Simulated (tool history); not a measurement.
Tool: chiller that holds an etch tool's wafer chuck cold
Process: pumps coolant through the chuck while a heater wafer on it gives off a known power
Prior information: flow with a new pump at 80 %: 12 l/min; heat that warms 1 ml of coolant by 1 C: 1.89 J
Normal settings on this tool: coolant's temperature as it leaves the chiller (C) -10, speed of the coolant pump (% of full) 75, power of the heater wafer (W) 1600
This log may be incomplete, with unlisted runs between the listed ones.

run    hour  coolant's temperature as it leaves the chiller (C)  speed of the coolant pump (% of full)  power of the heater wafer (W)  chuck's temperature once it has settled (C)  how much warmer the coolant comes back (C)
  1       0                                                 -10                                     75                           1600                                          8.7                                        4.54
  2    60.4                                                 -10                                     75                           1600                                          8.9                                        4.52
  3    95.1                                                 -10                                     75                            900                                          0.3                                        2.54
  4   174.5                                                 -10                                     79                            900                                            0                                        2.44
  5     218                                                 -10                                     76                           1600                                          8.6                                        4.52
      277.8  -- chiller's thermometer calibrated
  6   286.6                                                 -10                                     76                           1600                                          8.7                                        4.56
  7   331.1                                                 -10                                     76                           1600                                          8.7                                        4.53
  8   372.3                                                 -10                                     76                           1600                                          8.8                                        4.56
  9   434.7                                                  -1                                     75                           1600                                         17.9                                        4.59
 10   502.9                                                  -1                                     75                           1600                                           18                                         4.6
 11   553.9                                                  -1                                     62                           1600                                         21.3                                        5.48
 12   601.7                                                  -1                                     61                           1600                                         21.4                                        5.65
 13   681.2                                                 -10                                     75                           1600                                          9.1                                        4.54
 14   753.7                                                 -10                                     75                           1600                                          9.2                                        4.65
 15   794.3                                                 -10                                     75                           1000                                          1.9                                        2.83
 16   850.3                                                 -10                                     75                           2234                                         16.6                                        6.45
 17     931                                                 -10                                     75                           2234                                         16.8                                        6.44
 18   965.6                                                 -13                                     75                           1691                                          7.5                                        4.87
 19  1033.6                                                 -10                                     88                           1029                                          0.7                                        2.48
 20  1081.5                                                 -10                                     88                           1029                                          0.9                                        2.51
 21  1120.6                                                  -9                                     99                            841                                         -0.9                                        1.82
 22  1155.7                                                 -16                                     75                           2280                                         11.4                                        6.54
 23  1233.4                                                 -16                                     75                           2280                                         11.6                                         6.6
 24  1312.3                                                 -16                                     75                           2280                                         11.4                                        6.61
 25  1376.5                                                 -16                                     75                           2280                                         11.6                                        6.57
 26  1434.8                                                 -14                                     66                           1036                                         -0.1                                        3.42
 27    1494                                                 -14                                     66                           1036                                         -0.1                                        3.42
 28  1568.2                                                  -5                                     84                           1079                                          6.8                                        2.79
 29  1605.2                                                  -5                                     84                           1079                                          6.6                                        2.77
 30  1667.2                                                  -9                                     69                           2106                                         18.4                                        6.57
 31  1716.8                                                 -16                                     82                           1503                                          1.1                                        3.97

Below are 4 alternative next runs, each starting from the tool's condition after run 31. Predict each:
  A  1773.8                                                  -1                                     82                            880                                            ?                                           ?
  B  1773.8                                                 -16                                     71                           1503                                            ?                                           ?
  C  1773.8                                                  -1                                     89                           1319                                            ?                                           ?
  D  1773.8                                                 -10                                     66                           1600                                            ?                                           ?

run  chuck's temperature once it has settled (C)  how much warmer the coolant comes back (C)
  A                                          8.9                                        2.37
  B                                          3.1                                         4.6
  C                                         12.8                                        3.27
  D                                         11.6                                        5.23
With no hidden state in the tool, these same runs would have given:
run  chuck's temperature once it has settled (C)  how much warmer the coolant comes back (C)
  A                                          8.3                                         2.3
  B                                          1.9                                        4.47
  C                                           12                                        3.18
  D                                         10.3                                        5.07
